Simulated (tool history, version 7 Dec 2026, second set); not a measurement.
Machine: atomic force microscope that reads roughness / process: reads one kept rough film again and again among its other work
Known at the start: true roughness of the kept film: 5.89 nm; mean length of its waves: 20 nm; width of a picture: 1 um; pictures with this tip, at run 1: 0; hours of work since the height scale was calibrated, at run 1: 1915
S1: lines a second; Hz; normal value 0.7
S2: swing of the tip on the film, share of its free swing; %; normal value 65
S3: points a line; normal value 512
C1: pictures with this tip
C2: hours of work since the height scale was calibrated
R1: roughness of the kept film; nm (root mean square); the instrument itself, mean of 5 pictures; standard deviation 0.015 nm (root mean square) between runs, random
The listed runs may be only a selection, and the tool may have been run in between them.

run	hour	S1	S2	S3	C1	C2	R1
1	0	0.7	65	512	0	1915	3.66
2	35.9	0.7	65	512	73	1940	2.706
3	92.2	0.623	65	512	188	1979	1.996
4	127.4	0.623	65	512	260	2003	1.656
# hour 132.9: new tip fitted
5	175.1	0.623	65	512	86	2035	2.632
6	214.6	0.623	65	512	167	2063	2.089
7	245.7	0.623	65	512	230	2084	1.778
# hour 266.8: new tip fitted
8	282.6	0.623	65	512	32	2109	3.219
9	315.2	0.7	70	512	99	2131	2.486
10	383.9	0.7	70	512	239	2179	1.75
# hour 403.5: new tip fitted
11	432	0.7	70	512	58	2211	2.851
12	468.2	0.7	65	512	132	2236	2.265
13	511.4	0.7	65	512	220	2266	1.811
# hour 537.8: new tip fitted
14	549.7	0.64	65	512	24	2292	3.351
15	618.2	0.64	65	512	164	2339	2.128
16	658.5	0.7	65	512	246	2367	1.745
# hour 673: new tip fitted
17	704.9	0.7	65	512	65	2398	2.776
18	735.4	0.7	65	512	127	2419	2.257
19	793.6	0.7	63	512	246	2459	1.721
# hour 810.2: new tip fitted
20	847.3	0.563	63	791	75	2496	2.749
21	898.2	2.004	74	836	179	2531	1.911
# hour 943.9: new tip fitted
22	949	0.7	79	916	11	2566	3.418
# hour 976.8: height scale calibrated on a step standard
23	1002.5	2.01	80	432	118	18	2.186
24	1039.2	0.651	58	413	193	43	1.936
# hour 1082.1: new tip fitted
25	1101.4	1.666	55	512	40	85	2.979
26	1150.4	3.975	55	512	140	119	2.153
27	1182.1	3.746	65	895	204	141	1.804
# hour 1215.6: new tip fitted
28	1246.5	0.74	55	895	63	185	2.779
29	1278.2	0.74	55	895	127	207	2.251
30	1331.1	0.588	65	495	235	243	1.706
# hour 1353.5: new tip fitted
31	1376.1	0.588	65	495	46	274	2.913
32	1441.1	0.588	65	495	178	318	1.931
33	1479.9	0.7	65	807	258	345	1.6
# hour 1489.5: new tip fitted
34	1552.8	1.309	67	540	130	395	2.292
# hour 1623: new tip fitted
35	1623	0.7	76	512	0	443	3.597
36	1654.3	0.7	88	659	63	464	2.762
37	1701.9	2.85	81	908	161	497	1.872
38	1754.3	0.739	59	908	267	533	1.672

Had the tool no unlogged condition, and each run kept its random variation, what would the results have been?
Hidden state at play: radius of the tip, nm; height scale over the true one, %; drift of the gauge itself on roughness_nm, %.
run	R1
1	3.628
2	3.634
3	3.667
4	3.623
5	3.635
6	3.657
7	3.651
8	3.659
9	3.612
10	3.617
11	3.635
12	3.646
13	3.632
14	3.664
15	3.658
16	3.62
17	3.657
18	3.655
19	3.645
20	3.667
21	3.52
22	3.596
23	3.374
24	3.633
25	3.623
26	3.557
27	3.477
28	3.694
29	3.703
30	3.652
31	3.613
32	3.645
33	3.652
34	3.619
35	3.599
36	3.556
37	3.3
38	3.683
